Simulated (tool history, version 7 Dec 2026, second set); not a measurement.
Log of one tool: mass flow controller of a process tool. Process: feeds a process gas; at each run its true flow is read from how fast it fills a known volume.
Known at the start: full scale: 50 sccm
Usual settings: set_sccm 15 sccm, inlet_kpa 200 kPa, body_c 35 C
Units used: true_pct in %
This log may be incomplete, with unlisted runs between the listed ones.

| run | hour | set_sccm | inlet_kpa | body_c | true_pct |
|---|---|---|---|---|---|
| 1 | 0 | 15 | 200 | 35 | 97.63 |
| 2 | 107.4 | 8 | 200 | 35 | 98.01 |
| 3 | 196.8 | 8 | 200 | 35 | 98.07 |
| 4 | 286 | 15 | 200 | 31 | 98.02 |
| 5 | 350.6 | 15 | 200 | 31 | 98.07 |
| 6 | 440.6 | 15 | 200 | 31 | 98.09 |
| 7 | 527.8 | 30 | 200 | 35 | 98.01 |
| 8 | 573.8 | 30 | 200 | 35 | 97.87 |
| 9 | 624.5 | 30 | 200 | 35 | 98 |
| 10 | 724.1 | 15 | 200 | 34 | 97.84 |
| 11 | 817.8 | 15 | 200 | 34 | 97.82 |
| 12 | 891.8 | 15 | 200 | 34 | 97.78 |
| 13 | 966.8 | 15 | 200 | 35 | 97.85 |
| 14 | 1056.3 | 15 | 200 | 35 | 97.69 |
| 15 | 1126.9 | 15 | 200 | 35 | 97.7 |
| 16 | 1227.3 | 31 | 200 | 35 | 97.98 |
| 17 | 1277.6 | 15 | 200 | 35 | 97.91 |
| 18 | 1372.9 | 15 | 200 | 35 | 97.7 |
| 19 | 1466.1 | 15 | 200 | 35 | 97.69 |
| 20 | 1565.1 | 15 | 200 | 34 | 97.93 |
|  | 1570.1 | controller's zero set anew |
| 21 | 1676.9 | 15 | 200 | 34 | 98.63 |
| 22 | 1744.6 | 15 | 200 | 34 | 98.78 |
| 23 | 1802.9 | 15 | 200 | 34 | 98.83 |
| 24 | 1903 | 17 | 200 | 34 | 98.52 |
| 25 | 1962.3 | 10 | 200 | 25 | 100.59 |
| 26 | 2047.1 | 6 | 278 | 26 | 101.85 |
|  | 2064.5 | controller's zero set anew, once more |
| 27 | 2155 | 6 | 278 | 26 | 96.59 |
| 28 | 2206.6 | 23 | 149 | 34 | 97.39 |
| 29 | 2274.3 | 23 | 149 | 34 | 97.43 |
| 30 | 2373.1 | 23 | 149 | 34 | 97.28 |
| 31 | 2421.9 | 19 | 243 | 24 | 97.68 |
| 32 | 2468.3 | 19 | 243 | 24 | 97.76 |
| 33 | 2543.4 | 47 | 225 | 30 | 98.81 |
| 34 | 2588.6 | 19 | 225 | 30 | 97.15 |
| 35 | 2691.9 | 19 | 225 | 30 | 97.32 |
| 36 | 2803.6 | 19 | 225 | 30 | 97.18 |
| 37 | 2856.5 | 47 | 277 | 38 | 97.6 |
| 38 | 2902.1 | 47 | 277 | 38 | 97.56 |
| 39 | 2954.7 | 47 | 223 | 38 | 97.98 |
| 40 | 3055.6 | 47 | 223 | 38 | 97.84 |
| 41 | 3128.1 | 47 | 223 | 38 | 97.91 |
| 42 | 3196.4 | 47 | 223 | 38 | 97.87 |
| 43 | 3274.5 | 38 | 228 | 23 | 98.99 |
| 44 | 3345.1 | 13 | 235 | 35 | 96.38 |
| 45 | 3413.2 | 13 | 235 | 35 | 96.49 |
| 46 | 3512.7 | 7 | 152 | 35 | 96.91 |

The next listed run, before its measurement:
| 47 | 3602.5 | 7 | 152 | 35 | ? |

true_pct: 96.97 %
Without the tool's hidden state the same run would have given true_pct 96.64 %.
